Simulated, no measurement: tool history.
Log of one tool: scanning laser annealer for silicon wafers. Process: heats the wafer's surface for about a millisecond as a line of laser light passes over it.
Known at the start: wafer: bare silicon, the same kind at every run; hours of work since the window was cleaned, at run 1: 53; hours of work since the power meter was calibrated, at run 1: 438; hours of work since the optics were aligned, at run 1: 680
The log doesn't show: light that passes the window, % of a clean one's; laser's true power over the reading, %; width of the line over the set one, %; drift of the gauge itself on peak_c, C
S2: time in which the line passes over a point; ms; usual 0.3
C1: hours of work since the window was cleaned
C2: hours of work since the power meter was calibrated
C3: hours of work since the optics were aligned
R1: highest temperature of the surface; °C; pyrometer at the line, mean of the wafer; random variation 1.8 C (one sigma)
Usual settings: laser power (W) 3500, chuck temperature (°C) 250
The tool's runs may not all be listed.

{"run": 1, "hour": 0.0, "laser power (W)": 3500, "S2": 0.3, "chuck temperature (°C)": 250, "C1": 53, "C2": 438, "C3": 680, "R1": 957}
{"run": 2, "hour": 22.9, "laser power (W)": 3500, "S2": 0.3, "chuck temperature (°C)": 281, "C1": 66, "C2": 451, "C3": 693, "R1": 986}
{"run": 3, "hour": 40.6, "laser power (W)": 3500, "S2": 0.3, "chuck temperature (°C)": 281, "C1": 76, "C2": 462, "C3": 703, "R1": 987}
{"run": 4, "hour": 60.8, "laser power (W)": 3500, "S2": 0.3, "chuck temperature (°C)": 250, "C1": 88, "C2": 473, "C3": 715, "R1": 954}
{"run": 5, "hour": 87.5, "laser power (W)": 3500, "S2": 0.3, "chuck temperature (°C)": 250, "C1": 104, "C2": 489, "C3": 731, "R1": 951}
{"run": 6, "hour": 117.3, "laser power (W)": 3200, "S2": 0.275, "chuck temperature (°C)": 258, "C1": 121, "C2": 506, "C3": 748, "R1": 868}
{"run": 7, "hour": 143.9, "laser power (W)": 3200, "S2": 0.318, "chuck temperature (°C)": 233, "C1": 137, "C2": 522, "C3": 764, "R1": 888}
{"run": 8, "hour": 167.6, "laser power (W)": 3024, "S2": 0.297, "chuck temperature (°C)": 234, "C1": 151, "C2": 536, "C3": 778, "R1": 828}
{"run": 9, "hour": 202.0, "laser power (W)": 3694, "S2": 0.3, "chuck temperature (°C)": 245, "C1": 171, "C2": 556, "C3": 798, "R1": 987}
{"run": 10, "hour": 219.2, "laser power (W)": 3007, "S2": 0.327, "chuck temperature (°C)": 230, "C1": 181, "C2": 566, "C3": 808, "R1": 846}

4 ways to go on from here, each from the tool as it stands after run 10. What would each give?
{"run": "A", "hour": 240.7, "laser power (W)": 3836, "S2": 0.233, "chuck temperature (°C)": 268, "C1": 193, "C2": 578, "C3": 820, "R1": "?"}
{"run": "B", "hour": 240.7, "laser power (W)": 3195, "S2": 0.273, "chuck temperature (°C)": 284, "C1": 193, "C2": 578, "C3": 820, "R1": "?"}
{"run": "C", "hour": 240.7, "laser power (W)": 3007, "S2": 0.229, "chuck temperature (°C)": 230, "C1": 193, "C2": 578, "C3": 820, "R1": "?"}
{"run": "D", "hour": 240.7, "laser power (W)": 3393, "S2": 0.359, "chuck temperature (°C)": 258, "C1": 193, "C2": 578, "C3": 820, "R1": "?"}

run=A R1=958
run=B R1=886
run=C R1=750
run=D R1=991
Without the tool's hidden state the same runs would have given:
run=A R1=980
run=B R1=905
run=C R1=766
run=D R1=1014
